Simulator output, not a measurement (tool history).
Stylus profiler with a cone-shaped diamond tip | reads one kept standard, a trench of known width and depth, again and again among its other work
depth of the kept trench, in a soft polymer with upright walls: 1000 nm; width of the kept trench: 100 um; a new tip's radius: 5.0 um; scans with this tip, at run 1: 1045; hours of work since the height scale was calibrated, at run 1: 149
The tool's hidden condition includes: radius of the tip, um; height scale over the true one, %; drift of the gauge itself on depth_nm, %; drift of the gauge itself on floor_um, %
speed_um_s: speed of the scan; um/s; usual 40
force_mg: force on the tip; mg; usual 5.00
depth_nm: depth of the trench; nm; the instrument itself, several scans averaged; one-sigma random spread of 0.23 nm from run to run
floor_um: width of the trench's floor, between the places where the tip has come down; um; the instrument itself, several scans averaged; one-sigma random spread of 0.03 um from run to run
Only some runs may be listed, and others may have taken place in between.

run,hour,speed_um_s,force_mg,scans with this tip,hours of work since the height scale was calibrated,depth_nm,floor_um
1,0.0,40,5.00,1045,149,1016.02,93.68
2,11.1,40,8.38,1081,154,1022.35,93.72
3,31.3,40,5.00,1146,163,1016.06,93.71
4,49.2,40,5.00,1204,171,1016.18,93.64
5,59.4,51,5.00,1237,176,1015.91,93.65
6,82.2,51,7.88,1310,186,1021.51,93.64
7,95.9,51,7.88,1354,193,1021.90,93.60
8,112.9,51,2.34,1409,201,1009.57,93.57
9,130.0,51,2.34,1464,208,1010.26,93.53
10,143.1,51,2.34,1506,214,1010.14,93.48
11,156.9,25,2.04,1551,221,1009.47,93.60
12,172.6,12,2.04,1601,228,1009.01,93.61
13,191.3,128,13.38,1662,237,1031.09,93.47
14,209.0,40,8.65,1719,245,1023.92,93.56
15,226.1,87,14.86,1774,253,1033.57,93.47
16,246.6,44,1.90,1840,262,1008.90,93.39
17,258.0,44,1.90,1876,267,1009.01,93.42
18,278.9,54,3.86,1944,277,1013.87,93.46
19,295.7,11,12.64,1998,284,1030.16,93.51
20,305.9,11,12.64,2031,289,1029.81,93.48

A few steps of depth_nm between consecutive runs. Split each: what settings, incoming material and random variation would produce without the hidden state, and what is left over for the hidden state, along with gauge scatter present in only one of the two compared results (measured, and without hidden state):
Run 3 -> 4: no setting touched and nothing written in the log between the runs. depth_nm +0.12 nm: hidden state +0.04, all else +0.08.
Run 12 -> 13: speed_um_s 12 -> 128, force_mg 2.04 -> 13.38. depth_nm +22.08 nm: hidden state +0.05, all else +22.03.
Run 15 -> 16: speed_um_s 87 -> 44, force_mg 14.86 -> 1.90. depth_nm -24.67 nm: hidden state +0.02, all else -24.69.

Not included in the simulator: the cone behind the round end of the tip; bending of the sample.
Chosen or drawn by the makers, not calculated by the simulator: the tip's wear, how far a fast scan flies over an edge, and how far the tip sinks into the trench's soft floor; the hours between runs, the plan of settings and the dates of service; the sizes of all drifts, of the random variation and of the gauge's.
